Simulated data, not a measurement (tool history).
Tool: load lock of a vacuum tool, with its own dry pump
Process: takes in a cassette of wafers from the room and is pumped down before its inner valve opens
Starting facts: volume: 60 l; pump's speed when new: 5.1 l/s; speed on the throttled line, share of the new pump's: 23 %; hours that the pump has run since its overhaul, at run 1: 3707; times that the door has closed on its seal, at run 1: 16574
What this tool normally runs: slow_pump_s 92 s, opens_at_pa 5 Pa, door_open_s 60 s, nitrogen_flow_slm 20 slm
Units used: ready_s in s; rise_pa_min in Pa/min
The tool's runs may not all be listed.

| run | day | slow_pump_s | opens_at_pa | door_open_s | nitrogen_flow_slm | hours that the pump has run since its overhaul | times that the door has closed on its seal | incoming humidity of the room's air, % | ready_s | rise_pa_min |
|---|---|---|---|---|---|---|---|---|---|---|
| 1 | 0.000 | 92 | 5 | 60 | 20 | 3707 | 16574 | 46.4 | 191.6 | 0.099 |
| 2 | 3.538 | 92 | 5 | 60 | 20 | 3792 | 16915 | 44.9 | 190.6 | 0.106 |
| 3 | 7.329 | 92 | 5 | 60 | 20 | 3883 | 17280 | 44.3 | 193.3 | 0.106 |
| 4 | 10.783 | 92 | 5 | 48 | 20 | 3966 | 17613 | 43.8 | 191.2 | 0.098 |
| 5 | 14.692 | 92 | 5 | 48 | 20 | 4060 | 17989 | 44.7 | 191.0 | 0.107 |
| 6 | 16.646 | 92 | 5 | 48 | 20 | 4107 | 18178 | 47.0 | 192.7 | 0.106 |
| 7 | 20.046 | 92 | 5 | 136 | 20 | 4188 | 18505 | 41.1 | 192.1 | 0.116 |
| 8 | 24.304 | 92 | 5 | 81 | 20 | 4291 | 18916 | 41.5 | 191.5 | 0.109 |
| 9 | 27.742 | 92 | 7 | 36 | 20 | 4373 | 19247 | 47.1 | 186.9 | 0.104 |
| 10 | 30.475 | 92 | 7 | 36 | 20 | 4439 | 19510 | 46.7 | 189.1 | 0.103 |
| 11 | 33.125 | 92 | 5 | 26 | 23 | 4502 | 19766 | 44.9 | 190.1 | 0.102 |

Alternative continuations, all from the tool just after run 11; predict every row:
| A | 37.458 | 92 | 8 | 26 | 23 | 4606 | 20183 | 42.4 | ? | ? |
| B | 37.458 | 92 | 5 | 30 | 23 | 4606 | 20183 | 44.0 | ? | ? |
| C | 37.458 | 171 | 5 | 26 | 5 | 4606 | 20183 | 46.8 | ? | ? |
| D | 37.458 | 76 | 9 | 26 | 32 | 4606 | 20183 | 48.7 | ? | ? |

| run | ready_s | rise_pa_min |
|---|---|---|
| A | 187.1 | 0.108 |
| B | 192.1 | 0.110 |
| C | 253.3 | 0.121 |
| D | 173.0 | 0.100 |
What these runs would have given with no unlogged condition in the tool:
| run | ready_s | rise_pa_min |
|---|---|---|
| A | 183.4 | 0.034 |
| B | 188.2 | 0.036 |
| C | 250.1 | 0.047 |
| D | 169.3 | 0.026 |

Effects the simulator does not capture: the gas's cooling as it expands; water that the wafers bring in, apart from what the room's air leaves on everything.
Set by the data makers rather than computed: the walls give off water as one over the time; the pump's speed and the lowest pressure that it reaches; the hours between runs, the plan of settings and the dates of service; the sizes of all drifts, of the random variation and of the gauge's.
